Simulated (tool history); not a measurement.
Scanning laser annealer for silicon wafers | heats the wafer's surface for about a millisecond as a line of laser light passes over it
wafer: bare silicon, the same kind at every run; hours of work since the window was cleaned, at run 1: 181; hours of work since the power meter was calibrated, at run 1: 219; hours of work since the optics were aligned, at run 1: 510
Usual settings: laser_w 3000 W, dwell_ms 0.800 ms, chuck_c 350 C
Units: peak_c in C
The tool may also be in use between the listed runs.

| run | day | laser_w | dwell_ms | chuck_c | hours of work since the window was cleaned | hours of work since the power meter was calibrated | hours of work since the optics were aligned | peak_c |
|---|---|---|---|---|---|---|---|---|
| 1 | 0.000 | 3000 | 0.800 | 350 | 181 | 219 | 510 | 1190 |
| 2 | 0.283 | 3000 | 0.800 | 350 | 186 | 224 | 515 | 1187 |
| 3 | 0.638 | 3000 | 0.800 | 350 | 192 | 230 | 520 | 1189 |
| 4 | 1.008 | 3000 | 0.800 | 350 | 198 | 236 | 526 | 1190 |
| 5 | 1.242 | 3000 | 0.800 | 350 | 201 | 239 | 530 | 1190 |
| 6 | 1.567 | 3236 | 0.800 | 350 | 207 | 245 | 535 | 1276 |
| 7 | 1.888 | 3236 | 0.800 | 350 | 212 | 250 | 541 | 1277 |
| 8 | 2.154 | 2859 | 0.586 | 384 | 216 | 254 | 545 | 1067 |
| 9 | 2.650 | 2859 | 0.586 | 384 | 224 | 262 | 553 | 1068 |
| 10 | 3.042 | 2859 | 0.586 | 384 | 231 | 268 | 559 | 1066 |
| 11 | 3.288 | 2859 | 0.586 | 384 | 235 | 272 | 563 | 1068 |
| 12 | 3.692 | 2859 | 0.586 | 384 | 241 | 279 | 570 | 1066 |
| 13 | 4.004 | 2843 | 0.586 | 337 | 246 | 284 | 575 | 1014 |
| 14 | 4.454 | 2843 | 0.927 | 374 | 253 | 291 | 582 | 1212 |

5 ways to go on from here, each from the tool as it stands after run 14. What would each give?
| A | 4.950 | 2622 | 0.683 | 321 | 261 | 299 | 590 | ? |
| B | 4.950 | 2749 | 0.922 | 350 | 261 | 299 | 590 | ? |
| C | 4.950 | 2698 | 0.852 | 314 | 261 | 299 | 590 | ? |
| D | 4.950 | 2812 | 0.854 | 374 | 261 | 299 | 590 | ? |
| E | 4.950 | 3000 | 0.760 | 346 | 261 | 299 | 590 | ? |

| run | peak_c |
|---|---|
| A | 976 |
| B | 1149 |
| C | 1069 |
| D | 1170 |
| E | 1166 |
Without the tool's hidden state the same runs would have given:
| run | peak_c |
|---|---|
| A | 977 |
| B | 1150 |
| C | 1070 |
| D | 1170 |
| E | 1167 |
